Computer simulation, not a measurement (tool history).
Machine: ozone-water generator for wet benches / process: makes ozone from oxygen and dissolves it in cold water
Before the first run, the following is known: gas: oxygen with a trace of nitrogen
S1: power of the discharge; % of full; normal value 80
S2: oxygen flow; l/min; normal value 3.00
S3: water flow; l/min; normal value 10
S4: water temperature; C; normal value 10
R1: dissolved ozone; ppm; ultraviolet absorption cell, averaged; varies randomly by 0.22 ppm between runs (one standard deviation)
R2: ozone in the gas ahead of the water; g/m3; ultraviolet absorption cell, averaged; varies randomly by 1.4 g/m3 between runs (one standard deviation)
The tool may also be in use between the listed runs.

run,day,S1,S2,S3,S4,R1,R2
1,0.000,80,3.00,10,10,31.3,253.0
2,1.217,80,3.00,10,10,31.1,257.6
3,2.412,54,3.00,10,10,22.9,186.1
4,2.975,54,3.00,10,10,22.6,187.6
5,3.733,54,3.00,10,10,22.9,185.7
6,4.892,80,3.00,10,10,31.3,255.8
7,5.450,51,3.00,10,10,21.4,178.1
8,6.554,57,3.66,10,18,20.3,170.8

Run 9 has not been measured yet. What should we expect?
# day 6.804: contactor cleaned
9,7.379,57,3.66,10,18,?,?

{"run 9": {"R1": 19.8, "R2": 169.2}}
On a tool with no hidden condition, and with the same random variation, this run would have come out at R1 20.6 ppm, R2 171.2 g/m3.

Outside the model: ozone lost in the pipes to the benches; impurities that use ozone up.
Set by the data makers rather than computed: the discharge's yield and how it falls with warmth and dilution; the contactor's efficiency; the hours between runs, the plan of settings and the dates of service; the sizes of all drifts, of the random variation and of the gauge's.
